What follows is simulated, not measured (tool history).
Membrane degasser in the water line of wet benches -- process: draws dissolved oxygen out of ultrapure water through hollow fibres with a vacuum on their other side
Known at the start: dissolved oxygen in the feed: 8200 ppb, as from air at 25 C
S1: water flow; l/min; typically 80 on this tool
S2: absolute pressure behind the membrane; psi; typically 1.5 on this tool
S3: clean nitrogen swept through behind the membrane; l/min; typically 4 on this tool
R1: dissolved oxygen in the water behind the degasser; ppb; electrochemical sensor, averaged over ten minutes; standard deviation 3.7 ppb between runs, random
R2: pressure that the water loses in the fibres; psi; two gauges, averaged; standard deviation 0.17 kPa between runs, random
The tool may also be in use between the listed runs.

run   hour  S1   S2  S3     R1     R2
  1      0  80  1.5   4  375.3   3.77
  2   78.9  80  1.5   4  367.8  3.778
  3  159.7  80  1.5   4  373.2  3.746
  4  237.5  80  1.5   4  368.4  3.807
  5    313  80  1.5   4    366  3.806
  6  383.6  80  1.5   4    366  3.801

For run 7, what comes out?
     389.4  -- vacuum gauge calibrated
  7  484.9  80  1.5   4   ?   ?

Run 7 yielded R1 375.2 ppb, R2 3.81 psi.
The same run, on a tool lacking any hidden state, would have yielded R1 366.9 ppb, R2 3.787 psi.
